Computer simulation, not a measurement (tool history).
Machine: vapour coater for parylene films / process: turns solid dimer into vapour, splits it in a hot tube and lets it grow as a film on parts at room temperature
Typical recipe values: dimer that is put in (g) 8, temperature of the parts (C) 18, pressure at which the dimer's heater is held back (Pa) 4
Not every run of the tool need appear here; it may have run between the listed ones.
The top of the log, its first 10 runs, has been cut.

| run | hour | dimer that is put in (g) | temperature of the parts (C) | pressure at which the dimer's heater is held back (Pa) | thickness of the film (µm) |
|---|---|---|---|---|---|
| 11 | 463.5 | 8 | 29 | 4 | 4.01 |
| 12 | 511.1 | 8 | 29 | 4 | 4.03 |
| 13 | 554.7 | 8 | 29 | 4 | 3.88 |
| 14 | 619.6 | 8 | 29 | 4 | 3.93 |
| 15 | 659.9 | 8 | 29 | 4 | 3.96 |
| 16 | 698.3 | 8 | 29 | 4 | 3.87 |
| 17 | 754.6 | 8 | 29 | 4 | 3.78 |
| 18 | 800.7 | 8 | 11 | 4 | 8.21 |
|  | 813.9 | table's thermometer calibrated |
| 19 | 855 | 8 | 18 | 4 | 6.52 |
| 20 | 896.5 | 8 | 18 | 4 | 6.5 |
|  | 913.1 | trap's valve overhauled |
| 21 | 966.1 | 8 | 18 | 4 | 7.03 |
| 22 | 1018.5 | 8 | 18 | 4 | 7.03 |
|  | 1067.1 | table's thermometer calibrated, once more |
| 23 | 1068.5 | 8 | 18 | 4 | 6.35 |
| 24 | 1097.3 | 8 | 18 | 4 | 6.48 |
| 25 | 1160.4 | 8 | 23 | 3.56 | 5.15 |
| 26 | 1215.2 | 6 | 14 | 9.78 | 4.99 |
| 27 | 1273.4 | 5 | 14 | 3.33 | 4.77 |
| 28 | 1318.7 | 4 | 18 | 4 | 3.11 |
| 29 | 1360.6 | 4 | 18 | 4 | 3.09 |
| 30 | 1394.7 | 7 | 11 | 2.41 | 7.05 |
|  | 1430.1 | trap's valve overhauled |
| 31 | 1444.6 | 7 | 13 | 2.56 | 7.7 |
| 32 | 1489.3 | 7 | 13 | 2.56 | 7.69 |

Estimate the outcome of run 33 from the log above:
| 33 | 1534.3 | 7 | 13 | 2.56 | ? |

Run 33 measured thickness of the film (µm) 7.6.
If the tool had no hidden condition, the same run with the same run-to-run variation would have returned thickness of the film (µm) 7.79.
